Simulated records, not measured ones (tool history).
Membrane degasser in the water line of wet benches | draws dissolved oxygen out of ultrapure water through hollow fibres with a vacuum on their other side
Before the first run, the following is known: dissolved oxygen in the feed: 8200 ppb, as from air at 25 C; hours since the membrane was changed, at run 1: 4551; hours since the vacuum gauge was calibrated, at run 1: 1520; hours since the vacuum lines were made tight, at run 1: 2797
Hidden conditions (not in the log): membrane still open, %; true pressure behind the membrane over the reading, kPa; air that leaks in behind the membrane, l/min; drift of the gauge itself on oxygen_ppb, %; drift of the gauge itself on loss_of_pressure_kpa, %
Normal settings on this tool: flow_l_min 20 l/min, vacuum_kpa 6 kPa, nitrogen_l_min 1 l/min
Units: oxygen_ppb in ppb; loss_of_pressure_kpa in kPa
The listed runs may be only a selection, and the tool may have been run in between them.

| run | hour | flow_l_min | vacuum_kpa | nitrogen_l_min | hours since the membrane was changed | hours since the vacuum gauge was calibrated | hours since the vacuum lines were made tight | oxygen_ppb | loss_of_pressure_kpa |
|---|---|---|---|---|---|---|---|---|---|
| 1 | 0 | 20 | 6 | 1 | 4551 | 1520 | 2797 | 218.4 | 66.66 |
| 2 | 108.2 | 20 | 6 | 1 | 4659 | 1628 | 2906 | 220.7 | 66.58 |
| 3 | 199.9 | 20 | 6 | 1 | 4751 | 1720 | 2997 | 220.6 | 66.53 |
| 4 | 322.3 | 20 | 6 | 2.06 | 4873 | 1843 | 3120 | 161.3 | 66.78 |
| 5 | 453 | 20 | 6 | 1 | 5004 | 1973 | 3251 | 219.1 | 66.37 |
|  | 513.1 | seals of the vacuum lines changed |
| 6 | 624.8 | 20 | 6 | 1 | 5174 | 2143 | 112 | 219.9 | 66.47 |
| 7 | 713.6 | 20 | 6 | 1 | 5263 | 2232 | 200 | 221.6 | 66.33 |
| 8 | 875.7 | 20 | 4.62 | 1 | 5425 | 2394 | 363 | 160.7 | 66.61 |
| 9 | 978.3 | 16 | 6 | 1 | 5527 | 2497 | 465 | 158.4 | 52.9 |
| 10 | 1089.9 | 16 | 6 | 1 | 5639 | 2608 | 577 | 155.3 | 52.96 |
| 11 | 1216.8 | 16 | 6 | 1 | 5766 | 2735 | 704 | 156.9 | 53.15 |
| 12 | 1294 | 14 | 3.89 | 1.69 | 5843 | 2812 | 781 | 52.1 | 46.28 |
| 13 | 1420.3 | 22 | 6.06 | 1 | 5969 | 2939 | 907 | 255 | 73.02 |
| 14 | 1544.9 | 22 | 8.89 | 1 | 6094 | 3063 | 1032 | 386.6 | 72.7 |
| 15 | 1626.3 | 22 | 8.89 | 0.49 | 6175 | 3145 | 1113 | 592.5 | 72.76 |
| 16 | 1768.7 | 26 | 9.33 | 1.45 | 6318 | 3287 | 1256 | 405 | 86.14 |
| 17 | 1849.9 | 26 | 9.56 | 0.63 | 6399 | 3368 | 1337 | 666.3 | 85.65 |
| 18 | 2006.4 | 26 | 9.56 | 0.63 | 6555 | 3525 | 1493 | 649 | 86.68 |
| 19 | 2123.4 | 26 | 9.56 | 0.63 | 6672 | 3642 | 1610 | 662.9 | 86.24 |
|  | 2169.7 | vacuum gauge calibrated |
| 20 | 2213.6 | 20 | 6.92 | 2.94 | 6762 | 44 | 1700 | 158.1 | 65.83 |
| 21 | 2340.7 | 20 | 6.92 | 2.94 | 6889 | 171 | 1827 | 159 | 66.39 |
| 22 | 2495.3 | 16 | 7.37 | 0.51 | 7044 | 326 | 1982 | 322.9 | 52.89 |

Here are 3 independent what-if runs from the current tool condition. What would each one return?
| A | 2579.5 | 16 | 6.33 | 0.76 | 7128 | 410 | 2066 | ? | ? |
| B | 2579.5 | 15 | 6 | 0.91 | 7128 | 410 | 2066 | ? | ? |
| C | 2579.5 | 16 | 7.37 | 1.12 | 7128 | 410 | 2066 | ? | ? |

| run | oxygen_ppb | loss_of_pressure_kpa |
|---|---|---|
| A | 196.5 | 53.25 |
| B | 150.6 | 49.64 |
| C | 187.9 | 53.28 |
Without the tool's hidden state the same runs would have given:
| run | oxygen_ppb | loss_of_pressure_kpa |
|---|---|---|
| A | 196.1 | 53.73 |
| B | 150.3 | 50.09 |
| C | 187.6 | 53.76 |

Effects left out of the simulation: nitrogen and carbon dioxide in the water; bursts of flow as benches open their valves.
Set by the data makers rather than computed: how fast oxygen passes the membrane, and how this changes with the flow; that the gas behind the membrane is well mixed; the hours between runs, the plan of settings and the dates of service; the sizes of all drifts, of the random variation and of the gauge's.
